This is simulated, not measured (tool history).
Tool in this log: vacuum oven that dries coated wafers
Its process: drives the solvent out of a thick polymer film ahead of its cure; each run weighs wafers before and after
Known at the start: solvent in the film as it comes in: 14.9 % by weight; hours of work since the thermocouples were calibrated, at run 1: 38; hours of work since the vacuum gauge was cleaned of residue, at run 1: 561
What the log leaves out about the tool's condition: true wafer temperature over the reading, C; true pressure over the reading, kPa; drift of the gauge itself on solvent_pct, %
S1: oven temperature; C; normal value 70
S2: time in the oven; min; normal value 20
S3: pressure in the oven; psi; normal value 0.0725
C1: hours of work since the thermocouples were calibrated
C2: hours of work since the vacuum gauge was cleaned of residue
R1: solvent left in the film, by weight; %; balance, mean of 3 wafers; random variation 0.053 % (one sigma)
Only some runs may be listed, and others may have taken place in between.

| run | hour | S1 | S2 | S3 | C1 | C2 | R1 |
|---|---|---|---|---|---|---|---|
| 1 | 0.0 | 70 | 20 | 0.0725 | 38 | 561 | 1.72 |
| 2 | 66.2 | 70 | 20 | 0.0725 | 68 | 591 | 1.76 |
| 3 | 129.7 | 70 | 20 | 0.0725 | 96 | 619 | 1.62 |
| 4 | 218.3 | 70 | 20 | 0.0725 | 135 | 658 | 1.72 |
| 5 | 274.7 | 70 | 20 | 0.0725 | 160 | 683 | 1.70 |
| 6 | 360.2 | 70 | 20 | 0.0725 | 197 | 720 | 1.51 |
| 7 | 428.5 | 70 | 20 | 0.0725 | 227 | 750 | 1.53 |
| 8 | 507.7 | 70 | 20 | 0.0725 | 262 | 785 | 1.66 |
| 9 | 593.9 | 70 | 20 | 0.0725 | 300 | 823 | 1.67 |
| 10 | 659.6 | 70 | 20 | 0.0725 | 329 | 852 | 1.60 |
| 11 | 750.5 | 70 | 20 | 0.0725 | 369 | 892 | 1.67 |
| 12 | 820.5 | 70 | 20 | 0.0725 | 400 | 923 | 1.51 |
| 13 | 875.8 | 70 | 20 | 0.0725 | 425 | 948 | 1.46 |
| 14 | 972.8 | 70 | 20 | 0.0725 | 467 | 991 | 1.54 |
| 15 | 1016.2 | 70 | 20 | 0.0725 | 487 | 1010 | 1.52 |
| 16 | 1086.2 | 70 | 20 | 0.0725 | 517 | 1041 | 1.52 |
| 17 | 1164.4 | 70 | 20 | 0.0725 | 552 | 1075 | 1.42 |
| 18 | 1251.3 | 70 | 20 | 0.0725 | 590 | 1113 | 1.41 |
| 19 | 1301.9 | 70 | 20 | 0.0725 | 613 | 1136 | 1.45 |
| 20 | 1389.6 | 70 | 20 | 0.0728 | 651 | 1174 | 1.37 |
| 21 | 1461.8 | 70 | 20 | 0.0728 | 683 | 1206 | 1.44 |
| 22 | 1546.5 | 70 | 25 | 0.0725 | 721 | 1244 | 1.02 |
| 23 | 1598.7 | 70 | 14 | 0.0466 | 744 | 1267 | 2.44 |
| 24 | 1684.7 | 84 | 18 | 0.0466 | 781 | 1304 | 0.21 |
| 25 | 1744.4 | 72 | 18 | 0.1858 | 808 | 1331 | 1.58 |
| 26 | 1788.3 | 68 | 11 | 0.1858 | 827 | 1350 | 4.36 |
| 27 | 1830.8 | 83 | 20 | 0.1344 | 846 | 1369 | 0.41 |
|  | 1839.6 | vacuum gauge cleaned of residue and calibrated |
| 28 | 1927.4 | 67 | 33 | 0.1344 | 888 | 39 | 1.24 |
| 29 | 2018.2 | 67 | 33 | 0.1344 | 928 | 79 | 1.24 |
| 30 | 2058.9 | 67 | 33 | 0.1344 | 946 | 97 | 1.20 |
| 31 | 2138.2 | 67 | 33 | 0.1344 | 981 | 132 | 1.19 |
| 32 | 2212.6 | 57 | 20 | 0.1555 | 1014 | 165 | 5.67 |
|  | 2270.7 | vacuum gauge cleaned of residue and calibrated, once more |
| 33 | 2270.7 | 63 | 19 | 0.1957 | 1039 | 0 | 3.70 |
| 34 | 2320.7 | 70 | 27 | 0.0725 | 1061 | 22 | 0.60 |
| 35 | 2371.9 | 64 | 27 | 0.0725 | 1083 | 45 | 1.59 |
| 36 | 2463.3 | 70 | 26 | 0.0525 | 1124 | 85 | 0.61 |
| 37 | 2537.8 | 78 | 26 | 0.0763 | 1156 | 118 | 0.23 |
| 38 | 2610.5 | 78 | 26 | 0.0763 | 1188 | 150 | 0.19 |
| 39 | 2687.1 | 78 | 26 | 0.0763 | 1222 | 184 | 0.28 |
| 40 | 2728.6 | 61 | 15 | 0.2731 | 1241 | 202 | 5.72 |
| 41 | 2794.1 | 61 | 15 | 0.2731 | 1269 | 231 | 5.49 |
| 42 | 2839.9 | 79 | 20 | 0.0622 | 1290 | 251 | 0.23 |
| 43 | 2880.2 | 66 | 20 | 0.0622 | 1307 | 269 | 1.92 |
| 44 | 2932.7 | 58 | 14 | 0.0725 | 1331 | 292 | 5.87 |

Across each entry between runs, compare the hidden state at the last listed run before it with the hidden state at the first listed run after it:
From run 27 to run 28: vacuum gauge cleaned of residue and calibrated (hour 1839.6)
  true wafer temperature over the reading, C: 1.9 -> 1.98; true pressure over the reading, kPa: 0.35 -> 0.452
  the result without the hidden state subtracted from the measured one, R1: +0.06 -> -0.04 %
From run 32 to run 33: vacuum gauge cleaned of residue and calibrated, once more (hour 2270.7)
  true wafer temperature over the reading, C: 2.23 -> 2.28; true pressure over the reading, kPa: 0.484 -> 0
  the result without the hidden state subtracted from the measured one, R1: -0.50 -> -0.79 %
